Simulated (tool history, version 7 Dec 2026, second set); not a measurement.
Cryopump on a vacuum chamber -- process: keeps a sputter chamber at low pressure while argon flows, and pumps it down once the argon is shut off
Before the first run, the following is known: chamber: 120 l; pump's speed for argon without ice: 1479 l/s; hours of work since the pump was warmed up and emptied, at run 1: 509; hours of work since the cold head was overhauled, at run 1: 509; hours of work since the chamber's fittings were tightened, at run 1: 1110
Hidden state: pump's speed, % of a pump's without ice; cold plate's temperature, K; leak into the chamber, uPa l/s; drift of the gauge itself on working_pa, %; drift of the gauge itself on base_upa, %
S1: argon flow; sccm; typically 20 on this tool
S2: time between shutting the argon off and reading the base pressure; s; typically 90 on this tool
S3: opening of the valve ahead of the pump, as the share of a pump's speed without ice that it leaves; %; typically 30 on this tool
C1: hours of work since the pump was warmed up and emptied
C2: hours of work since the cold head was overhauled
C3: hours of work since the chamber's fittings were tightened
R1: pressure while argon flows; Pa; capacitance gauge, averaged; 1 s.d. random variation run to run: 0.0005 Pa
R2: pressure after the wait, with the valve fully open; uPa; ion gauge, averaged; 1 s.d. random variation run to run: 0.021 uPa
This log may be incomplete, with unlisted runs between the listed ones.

{"run": 1, "hour": 0.0, "S1": 20, "S2": 90, "S3": 30, "C1": 509, "C2": 509, "C3": 1110, "R1": 0.0789, "R2": 0.76}
{"run": 2, "hour": 45.0, "S1": 20, "S2": 90, "S3": 30, "C1": 542, "C2": 542, "C3": 1143, "R1": 0.0783, "R2": 0.78}
{"run": 3, "hour": 92.3, "S1": 20, "S2": 90, "S3": 30, "C1": 578, "C2": 578, "C3": 1179, "R1": 0.0797, "R2": 0.77}
{"run": 4, "hour": 135.3, "S1": 20, "S2": 90, "S3": 30, "C1": 610, "C2": 610, "C3": 1211, "R1": 0.0796, "R2": 0.8}
{"run": 5, "hour": 167.9, "S1": 20, "S2": 90, "S3": 30, "C1": 634, "C2": 634, "C3": 1235, "R1": 0.0794, "R2": 0.81}
{"run": 6, "hour": 200.5, "S1": 20, "S2": 90, "S3": 30, "C1": 659, "C2": 659, "C3": 1260, "R1": 0.0794, "R2": 0.79}
{"run": 7, "hour": 242.4, "S1": 20, "S2": 90, "S3": 30, "C1": 690, "C2": 690, "C3": 1291, "R1": 0.0804, "R2": 0.85}
{"run": 8, "hour": 269.5, "S1": 20, "S2": 90, "S3": 30, "C1": 710, "C2": 710, "C3": 1311, "R1": 0.0784, "R2": 0.84}
{"run": 9, "hour": 306.7, "S1": 20, "S2": 90, "S3": 30, "C1": 738, "C2": 738, "C3": 1339, "R1": 0.0794, "R2": 0.87}
{"run": 10, "hour": 346.1, "S1": 20, "S2": 90, "S3": 30, "C1": 767, "C2": 767, "C3": 1368, "R1": 0.0794, "R2": 0.83}
{"run": 11, "hour": 382.0, "S1": 20, "S2": 90, "S3": 30, "C1": 794, "C2": 794, "C3": 1395, "R1": 0.0795, "R2": 0.89}
{"run": 12, "hour": 427.9, "S1": 20, "S2": 68, "S3": 30, "C1": 829, "C2": 829, "C3": 1430, "R1": 0.0811, "R2": 0.99}
{"run": 13, "hour": 474.2, "S1": 20, "S2": 68, "S3": 30, "C1": 863, "C2": 863, "C3": 1464, "R1": 0.0802, "R2": 0.99}
{"hour": 493.2, "done": "pump warmed up, emptied and cooled again"}
{"run": 14, "hour": 515.3, "S1": 20, "S2": 68, "S3": 30, "C1": 17, "C2": 890, "C3": 1491, "R1": 0.0767, "R2": 0.83}
{"run": 15, "hour": 563.3, "S1": 20, "S2": 68, "S3": 30, "C1": 52, "C2": 926, "C3": 1527, "R1": 0.076, "R2": 0.93}
{"run": 16, "hour": 592.5, "S1": 20, "S2": 28, "S3": 30, "C1": 74, "C2": 948, "C3": 1549, "R1": 0.0764, "R2": 1.38}
{"run": 17, "hour": 630.0, "S1": 20, "S2": 90, "S3": 30, "C1": 102, "C2": 976, "C3": 1577, "R1": 0.0764, "R2": 0.84}
{"run": 18, "hour": 664.3, "S1": 20, "S2": 121, "S3": 18, "C1": 128, "C2": 1002, "C3": 1603, "R1": 0.1281, "R2": 0.73}
{"run": 19, "hour": 697.7, "S1": 10, "S2": 90, "S3": 30, "C1": 153, "C2": 1027, "C3": 1628, "R1": 0.0376, "R2": 0.85}
{"run": 20, "hour": 746.7, "S1": 10, "S2": 90, "S3": 30, "C1": 189, "C2": 1063, "C3": 1664, "R1": 0.0388, "R2": 0.87}
{"run": 21, "hour": 792.6, "S1": 10, "S2": 189, "S3": 52, "C1": 224, "C2": 1097, "C3": 1698, "R1": 0.0223, "R2": 0.79}
{"run": 22, "hour": 816.7, "S1": 27, "S2": 29, "S3": 30, "C1": 242, "C2": 1116, "C3": 1717, "R1": 0.1046, "R2": 1.39}
{"run": 23, "hour": 850.6, "S1": 27, "S2": 29, "S3": 30, "C1": 267, "C2": 1141, "C3": 1742, "R1": 0.1051, "R2": 1.43}
{"run": 24, "hour": 875.4, "S1": 27, "S2": 29, "S3": 30, "C1": 286, "C2": 1159, "C3": 1760, "R1": 0.1043, "R2": 1.44}
{"run": 25, "hour": 919.8, "S1": 8, "S2": 147, "S3": 43, "C1": 319, "C2": 1193, "C3": 1794, "R1": 0.0211, "R2": 0.82}
{"run": 26, "hour": 947.1, "S1": 8, "S2": 147, "S3": 43, "C1": 339, "C2": 1213, "C3": 1814, "R1": 0.0219, "R2": 0.83}
{"run": 27, "hour": 975.5, "S1": 40, "S2": 90, "S3": 22, "C1": 361, "C2": 1234, "C3": 1835, "R1": 0.2119, "R2": 0.93}
{"run": 28, "hour": 999.9, "S1": 13, "S2": 80, "S3": 52, "C1": 379, "C2": 1252, "C3": 1853, "R1": 0.03, "R2": 0.98}
{"run": 29, "hour": 1021.6, "S1": 18, "S2": 23, "S3": 30, "C1": 395, "C2": 1269, "C3": 1870, "R1": 0.0706, "R2": 1.67}
{"run": 30, "hour": 1056.9, "S1": 18, "S2": 23, "S3": 15, "C1": 421, "C2": 1295, "C3": 1896, "R1": 0.1385, "R2": 1.68}
{"run": 31, "hour": 1086.1, "S1": 18, "S2": 23, "S3": 15, "C1": 443, "C2": 1317, "C3": 1918, "R1": 0.139, "R2": 1.69}
{"run": 32, "hour": 1114.5, "S1": 8, "S2": 21, "S3": 35, "C1": 465, "C2": 1338, "C3": 1939, "R1": 0.0274, "R2": 1.79}
{"run": 33, "hour": 1160.3, "S1": 28, "S2": 103, "S3": 30, "C1": 499, "C2": 1372, "C3": 1973, "R1": 0.1097, "R2": 0.93}
{"run": 34, "hour": 1187.8, "S1": 12, "S2": 24, "S3": 30, "C1": 519, "C2": 1393, "C3": 1994, "R1": 0.0471, "R2": 1.66}

Alternative continuations, all from the tool just after run 34; predict every row:
{"run": "A", "hour": 1234.0, "S1": 12, "S2": 67, "S3": 19, "C1": 554, "C2": 1427, "C3": 2029, "R1": "?", "R2": "?"}
{"run": "B", "hour": 1234.0, "S1": 12, "S2": 24, "S3": 32, "C1": 554, "C2": 1427, "C3": 2029, "R1": "?", "R2": "?"}
{"run": "C", "hour": 1234.0, "S1": 19, "S2": 99, "S3": 54, "C1": 554, "C2": 1427, "C3": 2029, "R1": "?", "R2": "?"}
{"run": "D", "hour": 1234.0, "S1": 28, "S2": 31, "S3": 37, "C1": 554, "C2": 1427, "C3": 2029, "R1": "?", "R2": "?"}

run=A R1=0.0738 R2=1.1
run=B R1=0.0438 R2=1.65
run=C R1=0.0429 R2=1.01
run=D R1=0.0898 R2=1.49
The same runs, with their run-to-run variation unchanged, on a tool lacking any hidden condition would have given:
run=A R1=0.0723 R2=0.55
run=B R1=0.0423 R2=1.1
run=C R1=0.0405 R2=0.44
run=D R1=0.0862 R2=0.92
